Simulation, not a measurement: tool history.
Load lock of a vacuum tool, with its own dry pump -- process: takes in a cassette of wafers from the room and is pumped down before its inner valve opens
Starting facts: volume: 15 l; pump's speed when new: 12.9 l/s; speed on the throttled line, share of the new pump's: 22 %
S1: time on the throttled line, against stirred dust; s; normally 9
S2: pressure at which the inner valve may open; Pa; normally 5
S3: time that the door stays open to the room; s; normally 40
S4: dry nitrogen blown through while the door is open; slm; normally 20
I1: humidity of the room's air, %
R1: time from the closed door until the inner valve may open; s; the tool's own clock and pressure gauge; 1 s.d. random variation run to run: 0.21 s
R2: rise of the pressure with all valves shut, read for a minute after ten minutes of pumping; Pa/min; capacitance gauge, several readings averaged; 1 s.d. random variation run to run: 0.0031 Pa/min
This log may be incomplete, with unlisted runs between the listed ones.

run 1 hour=0.0 | S1=9 S2=5 S3=40 S4=20 | I1=45.3 | R1=19.1 R2=0.075
run 2 hour=172.2 | S1=7 S2=5 S3=40 S4=20 | I1=42.9 | R1=17.1 R2=0.078
run 3 hour=354.2 | S1=7 S2=5 S3=40 S4=20 | I1=46.8 | R1=17.6 R2=0.082
run 4 hour=529.1 | S1=9 S2=5 S3=40 S4=20 | I1=46.0 | R1=19.1 R2=0.090
run 5 hour=695.4 | S1=9 S2=5 S3=40 S4=20 | I1=40.7 | R1=18.8 R2=0.077
run 6 hour=822.9 | S1=9 S2=5 S3=40 S4=20 | I1=45.3 | R1=19.3 R2=0.092
run 7 hour=942.3 | S1=9 S2=5 S3=40 S4=20 | I1=44.6 | R1=19.3 R2=0.091
run 8 hour=1075.3 | S1=9 S2=5 S3=40 S4=20 | I1=47.9 | R1=19.0 R2=0.096
run 9 hour=1181.2 | S1=9 S2=5 S3=40 S4=20 | I1=48.4 | R1=18.7 R2=0.098
run 10 hour=1302.3 | S1=9 S2=5 S3=40 S4=20 | I1=45.1 | R1=18.9 R2=0.091
run 11 hour=1447.4 | S1=5 S2=5 S3=40 S4=20 | I1=44.1 | R1=15.7 R2=0.089
run 12 hour=1555.4 | S1=5 S2=5 S3=40 S4=20 | I1=43.6 | R1=16.2 R2=0.093
run 13 hour=1689.3 | S1=5 S2=5 S3=40 S4=20 | I1=47.5 | R1=16.6 R2=0.097
run 14 hour=1861.7 | S1=9 S2=5 S3=40 S4=12 | I1=45.1 | R1=19.0 R2=0.109
run 15 hour=1996.2 | S1=9 S2=5 S3=40 S4=12 | I1=45.9 | R1=19.0 R2=0.115
run 16 hour=2168.9 | S1=9 S2=5 S3=40 S4=20 | I1=45.2 | R1=19.1 R2=0.098
run 17 hour=2262.9 | S1=9 S2=5 S3=40 S4=20 | I1=41.4 | R1=19.3 R2=0.095
run 18 hour=2402.0 | S1=9 S2=5 S3=75 S4=20 | I1=47.8 | R1=19.1 R2=0.132
run 19 hour=2515.5 | S1=9 S2=9 S3=40 S4=20 | I1=47.0 | R1=18.4 R2=0.112
run 20 hour=2694.5 | S1=5 S2=4 S3=73 S4=23 | I1=45.6 | R1=16.2 R2=0.126

Predict the results of run 21:
run 21 hour=2867.9 | S1=18 S2=5 S3=104 S4=20 | I1=44.6 | R1=? R2=?

R1: 25.9 s
R2: 0.148 Pa/min
The same run, on a tool lacking any hidden state, would have yielded R1 25.6 s, R2 0.111 Pa/min.

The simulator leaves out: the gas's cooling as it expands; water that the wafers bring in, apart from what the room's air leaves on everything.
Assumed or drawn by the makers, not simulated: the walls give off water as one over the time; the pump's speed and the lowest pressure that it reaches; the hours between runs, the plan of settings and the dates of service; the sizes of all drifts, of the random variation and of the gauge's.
